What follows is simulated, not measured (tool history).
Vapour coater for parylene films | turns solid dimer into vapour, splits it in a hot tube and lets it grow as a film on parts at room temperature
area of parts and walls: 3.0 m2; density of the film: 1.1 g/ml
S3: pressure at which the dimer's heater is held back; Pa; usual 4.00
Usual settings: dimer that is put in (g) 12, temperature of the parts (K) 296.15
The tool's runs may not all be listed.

run 1 hour=0.0 | dimer_that_is_put_in_(g)=12 temperature_of_the_parts_(K)=296.15 S3=4.00 | thickness_of_the_film_(um)=2.60
run 2 hour=43.0 | dimer_that_is_put_in_(g)=12 temperature_of_the_parts_(K)=296.15 S3=8.23 | thickness_of_the_film_(um)=2.51
run 3 hour=66.5 | dimer_that_is_put_in_(g)=12 temperature_of_the_parts_(K)=296.15 S3=8.23 | thickness_of_the_film_(um)=2.47
run 4 hour=87.5 | dimer_that_is_put_in_(g)=12 temperature_of_the_parts_(K)=296.15 S3=4.00 | thickness_of_the_film_(um)=2.61
run 5 hour=121.8 | dimer_that_is_put_in_(g)=12 temperature_of_the_parts_(K)=296.15 S3=4.00 | thickness_of_the_film_(um)=2.61
run 6 hour=150.9 | dimer_that_is_put_in_(g)=12 temperature_of_the_parts_(K)=296.15 S3=4.00 | thickness_of_the_film_(um)=2.58
run 7 hour=197.0 | dimer_that_is_put_in_(g)=12 temperature_of_the_parts_(K)=296.15 S3=4.00 | thickness_of_the_film_(um)=2.59
run 8 hour=233.2 | dimer_that_is_put_in_(g)=12 temperature_of_the_parts_(K)=296.15 S3=4.00 | thickness_of_the_film_(um)=2.61
run 9 hour=264.5 | dimer_that_is_put_in_(g)=12 temperature_of_the_parts_(K)=296.15 S3=4.00 | thickness_of_the_film_(um)=2.59
run 10 hour=288.2 | dimer_that_is_put_in_(g)=12 temperature_of_the_parts_(K)=296.15 S3=4.00 | thickness_of_the_film_(um)=2.57
run 11 hour=337.8 | dimer_that_is_put_in_(g)=6 temperature_of_the_parts_(K)=297.15 S3=2.14 | thickness_of_the_film_(um)=1.33
run 12 hour=379.5 | dimer_that_is_put_in_(g)=6 temperature_of_the_parts_(K)=291.15 S3=2.57 | thickness_of_the_film_(um)=1.43
run 13 hour=425.2 | dimer_that_is_put_in_(g)=17 temperature_of_the_parts_(K)=295.15 S3=9.00 | thickness_of_the_film_(um)=3.56
run 14 hour=449.6 | dimer_that_is_put_in_(g)=17 temperature_of_the_parts_(K)=295.15 S3=9.00 | thickness_of_the_film_(um)=3.53
run 15 hour=487.5 | dimer_that_is_put_in_(g)=17 temperature_of_the_parts_(K)=295.15 S3=9.00 | thickness_of_the_film_(um)=3.57
run 16 hour=530.7 | dimer_that_is_put_in_(g)=11 temperature_of_the_parts_(K)=290.15 S3=4.00 | thickness_of_the_film_(um)=2.65
run 17 hour=569.4 | dimer_that_is_put_in_(g)=15 temperature_of_the_parts_(K)=296.15 S3=4.00 | thickness_of_the_film_(um)=3.17
run 18 hour=593.8 | dimer_that_is_put_in_(g)=11 temperature_of_the_parts_(K)=296.15 S3=8.18 | thickness_of_the_film_(um)=2.27
-- hour=620.3 trap's valve overhauled
run 19 hour=633.5 | dimer_that_is_put_in_(g)=11 temperature_of_the_parts_(K)=289.15 S3=4.00 | thickness_of_the_film_(um)=2.66
run 20 hour=670.0 | dimer_that_is_put_in_(g)=9 temperature_of_the_parts_(K)=289.15 S3=8.01 | thickness_of_the_film_(um)=2.10

Forecast each of these 3 alternatives for the next run:
run A hour=700.1 | dimer_that_is_put_in_(g)=12 temperature_of_the_parts_(K)=293.15 S3=4.21 | thickness_of_the_film_(um)=?
run B hour=700.1 | dimer_that_is_put_in_(g)=7 temperature_of_the_parts_(K)=301.15 S3=3.36 | thickness_of_the_film_(um)=?
run C hour=700.1 | dimer_that_is_put_in_(g)=8 temperature_of_the_parts_(K)=300.15 S3=3.18 | thickness_of_the_film_(um)=?

run=A thickness_of_the_film_(um)=2.70
run=B thickness_of_the_film_(um)=1.40
run=C thickness_of_the_film_(um)=1.65
Without the tool's hidden state the same runs would have given:
run=A thickness_of_the_film_(um)=2.70
run=B thickness_of_the_film_(um)=1.40
run=C thickness_of_the_film_(um)=1.65

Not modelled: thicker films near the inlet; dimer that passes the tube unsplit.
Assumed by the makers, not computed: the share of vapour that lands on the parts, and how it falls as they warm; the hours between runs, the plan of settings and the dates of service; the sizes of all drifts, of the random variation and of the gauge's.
